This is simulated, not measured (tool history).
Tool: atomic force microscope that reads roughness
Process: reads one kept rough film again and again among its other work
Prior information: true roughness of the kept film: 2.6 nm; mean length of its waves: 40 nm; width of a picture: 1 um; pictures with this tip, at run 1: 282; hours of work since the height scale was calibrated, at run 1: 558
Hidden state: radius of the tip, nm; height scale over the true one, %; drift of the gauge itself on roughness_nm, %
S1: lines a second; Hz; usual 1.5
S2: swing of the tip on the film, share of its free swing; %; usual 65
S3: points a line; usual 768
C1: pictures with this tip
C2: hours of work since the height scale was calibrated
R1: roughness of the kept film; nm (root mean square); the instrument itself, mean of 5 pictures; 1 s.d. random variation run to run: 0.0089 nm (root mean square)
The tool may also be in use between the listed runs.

{"run": 1, "hour": 0.0, "S1": 1.5, "S2": 65, "S3": 768, "C1": 282, "C2": 558, "R1": 2.261}
{"hour": 38.0, "done": "new tip fitted"}
{"run": 2, "hour": 43.5, "S1": 1.5, "S2": 65, "S3": 768, "C1": 8, "C2": 576, "R1": 2.387}
{"run": 3, "hour": 74.5, "S1": 1.5, "S2": 65, "S3": 324, "C1": 53, "C2": 589, "R1": 2.359}
{"run": 4, "hour": 118.5, "S1": 1.5, "S2": 65, "S3": 324, "C1": 117, "C2": 607, "R1": 2.34}
{"run": 5, "hour": 160.9, "S1": 1.5, "S2": 65, "S3": 324, "C1": 178, "C2": 625, "R1": 2.291}
{"run": 6, "hour": 185.3, "S1": 1.5, "S2": 65, "S3": 324, "C1": 213, "C2": 636, "R1": 2.297}
{"run": 7, "hour": 212.6, "S1": 1.5, "S2": 65, "S3": 324, "C1": 253, "C2": 647, "R1": 2.266}
{"run": 8, "hour": 258.9, "S1": 0.63, "S2": 67, "S3": 951, "C1": 320, "C2": 667, "R1": 2.295}
{"hour": 269.1, "done": "new tip fitted"}
{"run": 9, "hour": 295.4, "S1": 0.63, "S2": 67, "S3": 951, "C1": 38, "C2": 682, "R1": 2.423}
{"run": 10, "hour": 338.9, "S1": 1.5, "S2": 59, "S3": 400, "C1": 101, "C2": 700, "R1": 2.37}
{"run": 11, "hour": 369.5, "S1": 1.5, "S2": 58, "S3": 768, "C1": 146, "C2": 713, "R1": 2.384}
{"run": 12, "hour": 393.5, "S1": 2.91, "S2": 57, "S3": 453, "C1": 181, "C2": 723, "R1": 2.273}

What if the next run were any one of these 3? Each begins from the tool's condition after run 12:
{"run": "A", "hour": 441.7, "S1": 1.69, "S2": 57, "S3": 559, "C1": 250, "C2": 744, "R1": "?"}
{"run": "B", "hour": 441.7, "S1": 2.65, "S2": 63, "S3": 842, "C1": 250, "C2": 744, "R1": "?"}
{"run": "C", "hour": 441.7, "S1": 1.5, "S2": 60, "S3": 961, "C1": 250, "C2": 744, "R1": "?"}

run=A R1=2.306
run=B R1=2.228
run=C R1=2.315
The same runs, with their run-to-run variation unchanged, on a tool lacking any hidden condition would have given:
run=A R1=2.429
run=B R1=2.346
run=C R1=2.438
